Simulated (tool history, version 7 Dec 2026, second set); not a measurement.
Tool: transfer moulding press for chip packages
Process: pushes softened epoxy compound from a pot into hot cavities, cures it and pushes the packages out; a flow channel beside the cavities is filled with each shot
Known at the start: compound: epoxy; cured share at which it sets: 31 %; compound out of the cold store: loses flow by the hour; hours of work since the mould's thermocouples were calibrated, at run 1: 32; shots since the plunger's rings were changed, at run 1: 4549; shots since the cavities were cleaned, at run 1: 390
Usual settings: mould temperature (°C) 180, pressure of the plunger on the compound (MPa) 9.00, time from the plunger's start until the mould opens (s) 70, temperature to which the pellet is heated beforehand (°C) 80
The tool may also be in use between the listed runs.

run	hour	mould temperature (°C)	pressure of the plunger on the compound (MPa)	time from the plunger's start until the mould opens (s)	temperature to which the pellet is heated beforehand (°C)	hours of work since the mould's thermocouples were calibrated	shots since the plunger's rings were changed	shots since the cavities were cleaned	incoming compound's hours out of the cold store	length that the compound runs in the flow channel (mm)	greatest force on the pins that push the packages out (N)
1	0.0	180	9.00	70	80	32	4549	390	26.5	863	438
2	9.2	180	7.03	70	80	37	4658	499	17.3	807	436
3	16.6	180	7.03	70	80	40	4745	586	37.0	720	451
4	23.2	180	7.03	110	80	44	4824	665	26.9	764	322
5	29.0	180	9.00	70	80	47	4893	734	37.5	805	429
6	34.7	180	9.00	70	80	50	4960	801	43.2	794	440
7	43.6	180	9.66	70	80	55	5065	906	18.0	946	461
8	50.8	180	9.66	51	80	58	5151	992	45.3	801	1011
9	59.2	180	9.66	51	80	63	5250	1091	38.5	829	997
# hour 62.2: cavities cleaned with cleaning compound and waxed
10	68.5	180	9.00	70	80	67	5342	74	13.3	920	460
11	76.3	180	6.86	70	80	71	5434	166	34.1	719	431
12	81.1	180	6.86	70	80	73	5492	224	10.4	826	461
13	86.3	180	6.86	70	80	76	5554	286	15.5	796	473
14	94.0	180	6.86	70	80	80	5644	376	11.1	831	471
15	105.0	180	9.00	56	80	86	5775	507	18.0	914	853
# hour 108.4: plunger's sealing rings changed
16	113.2	180	9.00	56	80	89	57	574	45.1	771	768
17	123.3	175	9.00	67	80	94	177	694	14.5	942	727
18	130.6	180	9.59	104	80	98	264	781	34.1	855	307
19	135.6	180	9.59	104	80	100	323	840	42.9	808	313
20	146.6	180	9.59	104	80	106	453	970	26.1	892	313
21	152.7	180	9.59	104	80	109	525	1042	44.8	803	316
# hour 160.5: cavities cleaned with cleaning compound and waxed
22	160.9	178	10.38	90	74	113	604	4	23.7	955	338
23	169.8	182	7.10	70	90	117	709	109	23.2	776	386
24	176.1	182	7.10	70	90	121	785	185	22.7	784	392
25	181.0	182	7.10	58	83	123	843	243	18.8	802	686
26	186.8	173	7.07	96	80	126	911	311	16.9	823	369
27	194.8	178	7.07	53	87	130	1006	406	30.8	753	999
28	200.1	178	7.62	104	87	133	1069	469	13.7	873	315
29	207.9	178	7.62	104	87	137	1162	562	14.6	861	326
30	216.5	178	7.62	59	86	141	1263	663	47.0	708	731

3 ways to go on from here, each from the tool as it stands after run 30. What would each give?
A	225.9	178	7.62	59	78	146	1374	774	29.6	?	?
B	225.9	178	7.62	59	78	146	1374	774	11.2	?	?
C	225.9	178	10.76	59	86	146	1374	774	37.0	?	?

run	length that the compound runs in the flow channel (mm)	greatest force on the pins that push the packages out (N)
A	781	778
B	867	903
C	889	745
Without the tool's hidden state the same runs would have given:
run	length that the compound runs in the flow channel (mm)	greatest force on the pins that push the packages out (N)
A	781	772
B	867	897
C	890	739
